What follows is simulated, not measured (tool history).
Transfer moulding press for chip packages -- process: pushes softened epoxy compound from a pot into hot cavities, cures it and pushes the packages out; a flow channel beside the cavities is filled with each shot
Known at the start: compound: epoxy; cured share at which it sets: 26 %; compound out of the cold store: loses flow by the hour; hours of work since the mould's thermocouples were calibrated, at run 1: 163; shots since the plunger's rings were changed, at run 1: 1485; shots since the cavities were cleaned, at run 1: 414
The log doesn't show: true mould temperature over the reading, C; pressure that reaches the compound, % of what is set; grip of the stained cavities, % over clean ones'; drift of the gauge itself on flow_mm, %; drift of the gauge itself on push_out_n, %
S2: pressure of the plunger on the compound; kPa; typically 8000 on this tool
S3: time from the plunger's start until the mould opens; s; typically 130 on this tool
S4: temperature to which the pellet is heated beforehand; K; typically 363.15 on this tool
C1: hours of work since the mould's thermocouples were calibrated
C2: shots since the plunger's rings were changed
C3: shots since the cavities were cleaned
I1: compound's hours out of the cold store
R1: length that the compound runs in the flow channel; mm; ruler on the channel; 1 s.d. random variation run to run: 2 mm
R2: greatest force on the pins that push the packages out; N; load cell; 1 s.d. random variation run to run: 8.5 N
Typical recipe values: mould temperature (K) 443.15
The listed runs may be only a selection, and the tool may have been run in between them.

{"run": 1, "hour": 0.0, "mould temperature (K)": 443.15, "S2": 8000, "S3": 130, "S4": 363.15, "C1": 163, "C2": 1485, "C3": 414, "I1": 31.6, "R1": 603, "R2": 555}
{"run": 2, "hour": 12.1, "mould temperature (K)": 443.15, "S2": 8000, "S3": 130, "S4": 356.15, "C1": 167, "C2": 1558, "C3": 487, "I1": 25.2, "R1": 613, "R2": 578}
{"run": 3, "hour": 19.5, "mould temperature (K)": 443.15, "S2": 8000, "S3": 130, "S4": 356.15, "C1": 170, "C2": 1603, "C3": 532, "I1": 8.8, "R1": 640, "R2": 616}
{"run": 4, "hour": 29.5, "mould temperature (K)": 443.15, "S2": 8000, "S3": 130, "S4": 356.15, "C1": 174, "C2": 1663, "C3": 592, "I1": 12.4, "R1": 635, "R2": 615}
{"run": 5, "hour": 35.2, "mould temperature (K)": 443.15, "S2": 8000, "S3": 130, "S4": 356.15, "C1": 177, "C2": 1698, "C3": 627, "I1": 47.4, "R1": 579, "R2": 600}
{"hour": 44.9, "done": "cavities cleaned with cleaning compound and waxed"}
{"run": 6, "hour": 45.0, "mould temperature (K)": 443.15, "S2": 8000, "S3": 130, "S4": 356.15, "C1": 180, "C2": 1748, "C3": 1, "I1": 18.1, "R1": 622, "R2": 395}
{"run": 7, "hour": 51.9, "mould temperature (K)": 443.15, "S2": 8000, "S3": 130, "S4": 363.15, "C1": 183, "C2": 1790, "C3": 43, "I1": 14.8, "R1": 625, "R2": 419}
{"run": 8, "hour": 63.6, "mould temperature (K)": 443.15, "S2": 8000, "S3": 130, "S4": 363.15, "C1": 188, "C2": 1860, "C3": 113, "I1": 46.8, "R1": 580, "R2": 460}
{"run": 9, "hour": 76.1, "mould temperature (K)": 443.15, "S2": 8000, "S3": 130, "S4": 363.15, "C1": 193, "C2": 1936, "C3": 189, "I1": 42.4, "R1": 585, "R2": 489}
{"run": 10, "hour": 88.1, "mould temperature (K)": 443.15, "S2": 8000, "S3": 130, "S4": 368.15, "C1": 198, "C2": 2008, "C3": 261, "I1": 10.4, "R1": 636, "R2": 529}
{"run": 11, "hour": 97.6, "mould temperature (K)": 443.15, "S2": 8000, "S3": 122, "S4": 368.15, "C1": 201, "C2": 2065, "C3": 318, "I1": 27.7, "R1": 607, "R2": 570}
{"run": 12, "hour": 109.5, "mould temperature (K)": 443.15, "S2": 8000, "S3": 130, "S4": 363.15, "C1": 206, "C2": 2138, "C3": 391, "I1": 14.0, "R1": 627, "R2": 565}
{"run": 13, "hour": 116.9, "mould temperature (K)": 443.15, "S2": 8000, "S3": 116, "S4": 363.15, "C1": 209, "C2": 2182, "C3": 435, "I1": 11.9, "R1": 634, "R2": 650}
{"run": 14, "hour": 126.8, "mould temperature (K)": 443.15, "S2": 8570, "S3": 116, "S4": 363.15, "C1": 213, "C2": 2242, "C3": 495, "I1": 18.4, "R1": 641, "R2": 651}
{"run": 15, "hour": 133.6, "mould temperature (K)": 443.15, "S2": 7090, "S3": 130, "S4": 363.15, "C1": 216, "C2": 2283, "C3": 536, "I1": 19.2, "R1": 586, "R2": 601}
{"run": 16, "hour": 140.6, "mould temperature (K)": 443.15, "S2": 8000, "S3": 130, "S4": 364.15, "C1": 219, "C2": 2326, "C3": 579, "I1": 33.4, "R1": 598, "R2": 603}
{"run": 17, "hour": 150.0, "mould temperature (K)": 443.15, "S2": 8000, "S3": 137, "S4": 368.15, "C1": 223, "C2": 2382, "C3": 635, "I1": 15.0, "R1": 629, "R2": 588}
{"run": 18, "hour": 156.2, "mould temperature (K)": 443.15, "S2": 8000, "S3": 151, "S4": 372.15, "C1": 225, "C2": 2420, "C3": 673, "I1": 37.7, "R1": 592, "R2": 550}
{"hour": 158.5, "done": "cavities cleaned with cleaning compound and waxed"}
{"run": 19, "hour": 165.0, "mould temperature (K)": 443.15, "S2": 8000, "S3": 151, "S4": 372.15, "C1": 228, "C2": 2464, "C3": 40, "I1": 47.0, "R1": 575, "R2": 383}
{"run": 20, "hour": 177.1, "mould temperature (K)": 437.15, "S2": 8560, "S3": 130, "S4": 363.15, "C1": 233, "C2": 2537, "C3": 113, "I1": 8.5, "R1": 681, "R2": 665}
{"run": 21, "hour": 183.7, "mould temperature (K)": 437.15, "S2": 8560, "S3": 130, "S4": 363.15, "C1": 236, "C2": 2577, "C3": 153, "I1": 15.6, "R1": 664, "R2": 679}
{"run": 22, "hour": 191.0, "mould temperature (K)": 437.15, "S2": 8560, "S3": 130, "S4": 363.15, "C1": 239, "C2": 2621, "C3": 197, "I1": 15.4, "R1": 667, "R2": 694}
{"run": 23, "hour": 202.8, "mould temperature (K)": 437.15, "S2": 8560, "S3": 130, "S4": 371.15, "C1": 243, "C2": 2692, "C3": 268, "I1": 17.7, "R1": 658, "R2": 724}
{"run": 24, "hour": 214.4, "mould temperature (K)": 445.15, "S2": 6820, "S3": 124, "S4": 369.15, "C1": 248, "C2": 2762, "C3": 338, "I1": 34.7, "R1": 540, "R2": 513}
{"run": 25, "hour": 225.0, "mould temperature (K)": 438.15, "S2": 6820, "S3": 127, "S4": 369.15, "C1": 252, "C2": 2826, "C3": 402, "I1": 35.2, "R1": 560, "R2": 740}
{"run": 26, "hour": 236.5, "mould temperature (K)": 437.15, "S2": 6820, "S3": 127, "S4": 370.15, "C1": 257, "C2": 2896, "C3": 472, "I1": 25.6, "R1": 576, "R2": 848}
{"run": 27, "hour": 244.8, "mould temperature (K)": 441.15, "S2": 8000, "S3": 162, "S4": 363.15, "C1": 260, "C2": 2946, "C3": 522, "I1": 29.6, "R1": 605, "R2": 552}
{"run": 28, "hour": 250.9, "mould temperature (K)": 441.15, "S2": 8000, "S3": 162, "S4": 363.15, "C1": 263, "C2": 2983, "C3": 559, "I1": 40.6, "R1": 593, "R2": 546}
{"run": 29, "hour": 257.4, "mould temperature (K)": 441.15, "S2": 8000, "S3": 162, "S4": 363.15, "C1": 265, "C2": 3022, "C3": 598, "I1": 34.8, "R1": 598, "R2": 563}
{"run": 30, "hour": 263.2, "mould temperature (K)": 438.15, "S2": 7070, "S3": 141, "S4": 368.15, "C1": 268, "C2": 3057, "C3": 633, "I1": 38.7, "R1": 564, "R2": 709}

Branching from run 30: 3 alternative next runs. What would each branch give?
{"run": "A", "hour": 269.3, "mould temperature (K)": 440.15, "S2": 8000, "S3": 140, "S4": 357.15, "C1": 270, "C2": 3094, "C3": 670, "I1": 8.1, "R1": "?", "R2": "?"}
{"run": "B", "hour": 269.3, "mould temperature (K)": 438.15, "S2": 7070, "S3": 111, "S4": 365.15, "C1": 270, "C2": 3094, "C3": 670, "I1": 36.9, "R1": "?", "R2": "?"}
{"run": "C", "hour": 269.3, "mould temperature (K)": 438.15, "S2": 7070, "S3": 141, "S4": 356.15, "C1": 270, "C2": 3094, "C3": 670, "I1": 36.5, "R1": "?", "R2": "?"}

run=A R1=647 R2=687
run=B R1=566 R2=1118
run=C R1=563 R2=725
With no hidden state in the tool, these same runs would have given:
run=A R1=660 R2=417
run=B R1=577 R2=666
run=C R1=575 R2=440
